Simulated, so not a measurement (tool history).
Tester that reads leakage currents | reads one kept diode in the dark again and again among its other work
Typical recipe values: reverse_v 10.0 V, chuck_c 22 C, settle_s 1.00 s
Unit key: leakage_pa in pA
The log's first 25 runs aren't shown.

run	hour	reverse_v	chuck_c	settle_s	hours of work since the probe card was cleaned	hours of work since the tester was calibrated	hours of work since the chuck was calibrated	leakage_pa
26	782.4	14.2	35	1.85	2348	907	99	175.28
27	817.2	14.2	35	1.85	2370	929	121	174.63
28	836.0	14.2	35	1.85	2382	941	133	174.57
29	872.6	2.2	35	1.79	2405	964	156	87.36
30	896.1	10.9	35	1.79	2420	979	171	157.33
31	922.4	5.3	26	7.37	2436	995	188	57.01
32	946.3	1.9	57	0.65	2451	1011	203	440.49
33	988.5	14.5	41	0.32	2478	1037	230	289.28
34	1020.6	1.3	32	0.31	2499	1058	250	56.80
35	1052.1	1.3	32	2.21	2519	1078	270	55.84
36	1074.7	2.6	22	6.47	2533	1092	285	30.90
37	1102.1	2.8	22	1.00	2550	1109	302	32.27
38	1123.0	9.8	22	8.92	2564	1123	315	51.26
39	1146.9	1.2	45	2.22	2579	1138	330	151.51
40	1190.7	7.1	45	2.22	2606	1166	358	283.47

4 options for the next run, each taken on its own from the tool as it stands now. Forecast them:
A	1211.0	5.7	45	1.20	2619	1178	371	?
B	1211.0	7.1	45	2.22	2619	1178	371	?
C	1211.0	10.0	58	1.00	2619	1178	371	?
D	1211.0	2.4	22	1.73	2619	1178	371	?

run	leakage_pa
A	260.49
B	281.19
C	831.32
D	29.63
The same runs, with their run-to-run variation unchanged, on a tool lacking any hidden condition would have given:
run	leakage_pa
A	271.65
B	292.82
C	867.05
D	30.33
